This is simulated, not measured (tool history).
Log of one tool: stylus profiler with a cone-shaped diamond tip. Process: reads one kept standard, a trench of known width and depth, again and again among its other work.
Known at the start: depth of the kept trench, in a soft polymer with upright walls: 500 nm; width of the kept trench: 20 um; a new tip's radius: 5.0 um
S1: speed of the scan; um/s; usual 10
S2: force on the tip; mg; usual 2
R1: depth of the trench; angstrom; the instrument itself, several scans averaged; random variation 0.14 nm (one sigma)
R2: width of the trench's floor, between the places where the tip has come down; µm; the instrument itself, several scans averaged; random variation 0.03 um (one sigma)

Run 1, day 0: usual settings. Result: R1 5076.3 angstrom, R2 14.7 µm.
Run 2, day 1.146: usual settings but S2 3.68 mg. Result: R1 5115.2 angstrom, R2 14.71 µm.
Run 3, day 2.721: usual settings. Result: R1 5076.4 angstrom, R2 14.69 µm.
Run 4, day 4.033: usual settings but S2 2.43 mg. Result: R1 5085.5 angstrom, R2 14.64 µm.
Run 5, day 5.9: usual settings but S2 2.43 mg. Result: R1 5087.8 angstrom, R2 14.62 µm.
Run 6, day 7.208: usual settings but S2 2.43 mg. Result: R1 5087.5 angstrom, R2 14.57 µm.
Run 7, day 9.15: usual settings but S2 2.43 mg. Result: R1 5089.9 angstrom, R2 14.52 µm.
Run 8, day 11.054: usual settings but S2 2.43 mg. Result: R1 5091.2 angstrom, R2 14.49 µm.
Run 9, day 12.279: usual settings but S1 17 um/s, S2 3.51 mg. Result: R1 5112.5 angstrom, R2 14.46 µm.
Run 10, day 13.133: usual settings but S1 17 um/s, S2 3.51 mg. Result: R1 5113.7 angstrom, R2 14.47 µm.
Run 11, day 15.079: usual settings but S1 3 um/s, S2 2.19 mg. Result: R1 5083.5 angstrom, R2 14.45 µm.
Run 12, day 15.883: usual settings but S1 3 um/s, S2 2.19 mg. Result: R1 5082.8 angstrom, R2 14.43 µm.
Run 13, day 16.688: usual settings but S1 6 um/s, S2 1.66 mg. Result: R1 5070.9 angstrom, R2 14.4 µm.

Forecast each of these 3 alternatives for the next run:
Run A, day 17.496: usual settings but S1 23 um/s, S2 0.94 mg. Result: R1 ?, R2 ?.
Run B, day 17.496: usual settings but S1 12 um/s, S2 3.38 mg. Result: R1 ?, R2 ?.
Run C, day 17.496: usual settings but S1 12 um/s, S2 1.42 mg. Result: R1 ?, R2 ?.

run      R1     R2
  A  5050.3  14.27
  B  5109.5   14.4
  C  5063.7  14.35
Without the tool's hidden state the same runs would have given:
run      R1     R2
  A  5044.3   15.5
  B  5103.4  15.63
  C  5057.7  15.59
